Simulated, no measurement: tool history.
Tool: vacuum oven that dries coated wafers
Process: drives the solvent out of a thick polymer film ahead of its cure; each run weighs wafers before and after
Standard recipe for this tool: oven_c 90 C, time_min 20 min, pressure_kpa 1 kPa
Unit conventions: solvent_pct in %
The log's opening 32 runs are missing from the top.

run,hour,oven_c,time_min,pressure_kpa,hours of work since the thermocouples were calibrated,hours of work since the vacuum gauge was cleaned of residue,solvent_pct
33,383.2,84,20,1.42,1083,39,5.08
34,399.2,80,23,2.29,1090,46,6.06
35,412.5,80,23,2.29,1096,52,6.05
36,423.2,81,21,0.68,1101,57,5.16
37,432.6,81,17,2.61,1105,61,7.03
38,444.7,77,17,1.07,1110,66,7.03
39,460.3,94,20,0.7,1117,73,2.58
40,474.9,94,20,0.7,1123,79,2.62
41,481.8,94,20,0.7,1126,82,2.59
42,492,79,24,3.9,1131,87,7.24
43,501.7,79,24,3.9,1135,91,7.21
44,510.9,91,12,1,1139,95,5.28
45,527.2,90,14,1,1146,102,4.94
46,534.5,90,14,1,1149,105,4.94
47,542.3,90,33,0.79,1153,109,1.79

Here are 4 independent what-if runs from the current tool condition. What would each one return?
A,557.3,96,12,1.69,1159,115,?
B,557.3,96,12,2.5,1159,115,?
C,557.3,98,21,2.41,1159,115,?
D,557.3,104,20,1.02,1159,115,?

run,solvent_pct
A,4.49
B,4.79
C,2.47
D,1.23
Take away the tool's hidden state, keep each run's random variation, and the runs would have read:
run,solvent_pct
A,4.24
B,4.54
C,2.27
D,1.1

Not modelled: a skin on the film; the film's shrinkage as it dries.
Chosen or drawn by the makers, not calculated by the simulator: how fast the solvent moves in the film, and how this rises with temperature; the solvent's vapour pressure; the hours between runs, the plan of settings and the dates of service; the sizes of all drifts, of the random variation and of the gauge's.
